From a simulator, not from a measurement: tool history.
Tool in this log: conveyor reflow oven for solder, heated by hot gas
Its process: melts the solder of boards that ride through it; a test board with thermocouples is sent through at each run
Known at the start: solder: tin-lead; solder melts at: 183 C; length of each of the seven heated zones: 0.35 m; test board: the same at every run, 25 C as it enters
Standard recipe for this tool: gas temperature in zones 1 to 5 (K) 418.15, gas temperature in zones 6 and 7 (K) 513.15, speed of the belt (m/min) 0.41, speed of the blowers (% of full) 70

run,hour,gas temperature in zones 1 to 5 (K),gas temperature in zones 6 and 7 (K),speed of the belt (m/min),speed of the blowers (% of full),highest temperature of the board (K),time above the solder's melting point (s)
1,0,418.15,513.15,0.41,70,496.85,87
# hour 7.2: belt drive overhauled, speed set with a stopwatch
2,31.5,418.15,513.15,0.41,70,495.25,85.1
3,83.3,418.15,513.15,0.41,74,495.15,85.4
4,110.5,418.15,513.15,0.41,70,494.75,83.7
5,138.4,418.15,513.15,0.41,70,494.25,83.9
# hour 176: flux residue cleaned out of gas plates and filters
6,186.3,418.15,513.15,0.41,70,497.95,87.5
7,218.1,418.15,513.15,0.41,70,497.75,88.1
8,255,418.15,513.15,0.41,70,496.35,87.4
9,298.3,417.15,513.15,0.41,70,496.65,86.1
10,328.4,417.15,513.15,0.41,70,497.25,86.6
11,354.3,418.15,513.15,0.41,58,493.85,83.5

What does the tool deliver on the next run?
# hour 361: thermocouples of zones 6 and 7 changed
12,387.4,418.15,513.15,0.41,70,?,?

highest temperature of the board (K): 499.15
time above the solder's melting point (s): 88.4
Had the tool carried no hidden state, the very same run would have given highest temperature of the board (K) 499.35, time above the solder's melting point (s) 88.3.

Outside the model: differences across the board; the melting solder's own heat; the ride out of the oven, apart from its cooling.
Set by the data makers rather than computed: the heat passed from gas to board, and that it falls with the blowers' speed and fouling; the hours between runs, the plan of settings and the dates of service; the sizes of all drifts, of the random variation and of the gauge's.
